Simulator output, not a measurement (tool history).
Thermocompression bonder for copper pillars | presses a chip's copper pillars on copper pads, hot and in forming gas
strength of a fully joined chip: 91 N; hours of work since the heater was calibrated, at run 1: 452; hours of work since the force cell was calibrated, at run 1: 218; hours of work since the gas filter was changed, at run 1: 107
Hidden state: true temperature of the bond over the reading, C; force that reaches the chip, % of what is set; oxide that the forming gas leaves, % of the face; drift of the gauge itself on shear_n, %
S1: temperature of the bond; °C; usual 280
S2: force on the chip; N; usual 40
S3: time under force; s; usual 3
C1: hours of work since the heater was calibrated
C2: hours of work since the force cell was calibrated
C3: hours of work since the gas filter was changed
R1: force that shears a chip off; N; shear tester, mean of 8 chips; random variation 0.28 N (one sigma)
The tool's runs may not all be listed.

run,hour,S1,S2,S3,C1,C2,C3,R1
1,0,280,40,3,452,218,107,52
2,31.9,280,40,3,466,232,122,51.6
3,50.4,280,40,3,474,240,130,52.1
4,65,280,40,3,481,247,136,52.1
5,97.7,291,40,3,495,261,151,56.5
6,116.2,280,40,3,503,269,159,52
7,135.8,280,40,3,512,278,168,52.3
8,149,280,40,3,518,284,173,52.5
9,174.8,280,40,3,529,295,185,52.3
10,188.5,280,40,3,535,301,191,52.4
11,205.2,280,40,3,543,309,198,52.1
12,229.9,280,40,3,554,320,209,52.1
13,252.9,280,40,3,564,330,220,51.7
14,266.8,280,40,3,570,336,226,52.4
15,293,280,40,9,582,348,237,70.1
16,323.2,294,36,3,595,361,251,55.2
17,346,280,51,6,605,371,261,69.4
18,368,280,51,6,615,381,271,69.2
19,396.5,278,40,4,628,394,283,56
20,428.1,280,35,3,642,408,297,48.3
21,458.6,301,32,3,655,421,311,54.7
22,488.7,301,32,3,669,434,324,54.7
23,514,301,32,3,680,446,335,55.2
24,538.2,260,32,3,690,456,346,38.3
25,561.7,251,24,3,701,467,356,28.9
26,576.6,251,24,3,708,473,363,29
27,605.4,302,40,3,720,486,376,61
28,634,302,27,2,733,499,389,44.6

4 ways to go on from here, each from the tool as it stands after run 28. What would each give?
# hour 652: forming gas filter changed
A,654.8,309,27,2,742,508,1,?
# hour 652: forming gas filter changed
B,654.8,280,60,4,742,508,1,?
# hour 652: forming gas filter changed
C,654.8,302,27,3,742,508,1,?
# hour 652: forming gas filter changed
D,654.8,278,33,8,742,508,1,?

run,R1
A,47
B,67.4
C,50.8
D,62.9
Without the tool's hidden state the same runs would have given:
run,R1
A,47
B,67.4
C,50.8
D,62.8
